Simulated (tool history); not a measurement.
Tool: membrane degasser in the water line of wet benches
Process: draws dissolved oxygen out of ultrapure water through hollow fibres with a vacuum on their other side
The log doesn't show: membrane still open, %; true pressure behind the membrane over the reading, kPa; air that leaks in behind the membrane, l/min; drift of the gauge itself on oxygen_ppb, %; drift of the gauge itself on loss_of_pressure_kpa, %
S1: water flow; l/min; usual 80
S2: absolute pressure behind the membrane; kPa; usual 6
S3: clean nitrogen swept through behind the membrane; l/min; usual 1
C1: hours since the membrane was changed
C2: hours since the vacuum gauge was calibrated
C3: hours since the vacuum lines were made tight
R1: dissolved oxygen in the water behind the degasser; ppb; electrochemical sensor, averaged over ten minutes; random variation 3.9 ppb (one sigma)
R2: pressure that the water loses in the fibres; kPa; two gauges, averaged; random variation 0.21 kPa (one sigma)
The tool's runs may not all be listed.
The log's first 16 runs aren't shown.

run    hour   S1     S2    S3     C1    C2    C3      R1     R2
 17    2089   80      6  1.06   9306  2298  4549   394.2  52.07
 18  2262.1   80      6  1.41   9479  2471  4722   329.1  52.39
     2276.6  -- vacuum gauge calibrated
 19  2346.5   80   12.1  0.63   9563    70  4806  1456.2  52.44
 20  2429.8   51   5.15  1.57   9647   153  4889     149  33.31
 21  2546.1   51   5.15  1.57   9763   270  5005   151.3  33.13
 22  2679.1   52  10.35  2.39   9896   403  5138   349.1     34
 23  2818.2   93   6.26  1.56  10035   542  5278   400.6  61.47
 24  2994.6   80   11.5     1  10211   718  5454  1067.9  52.62
     3025.6  -- vacuum gauge calibrated, once more
 25  3097.9   92  11.95  0.82  10314    72  5557    1318  60.57
 26  3228.2   64  11.62     1  10445   203  5687   893.7  42.03
 27  3407.9   80  11.38  0.58  10624   382  5867  1414.7  52.21
 28  3556.1   80  11.38  0.58  10772   530  6015  1371.5  52.67
 29  3706.6   80  14.57  0.84  10923   681  6165  1516.3  52.88
 30  3815.3   80   6.73  0.53  11032   790  6274   685.5  52.73
 31  3894.2   79   5.38  0.98  11111   869  6353     328  52.18
 32  4055.8  126  13.41  2.45  11272  1030  6515  1046.9  82.84

Forecast each of these 3 alternatives for the next run:
  A  4171.6   72  10.38  0.49  11388  1146  6630   ?   ?
  B  4171.6  126   5.43  2.45  11388  1146  6630   ?   ?
  C  4171.6  123      6     1  11388  1146  6630   ?   ?

run      R1     R2
  A  1266.9  47.25
  B   361.4  82.97
  C   619.2  81.23
Without the tool's hidden state the same runs would have given:
run     R1     R2
  A   1256  45.05
  B  329.8   79.1
  C  585.4  77.45
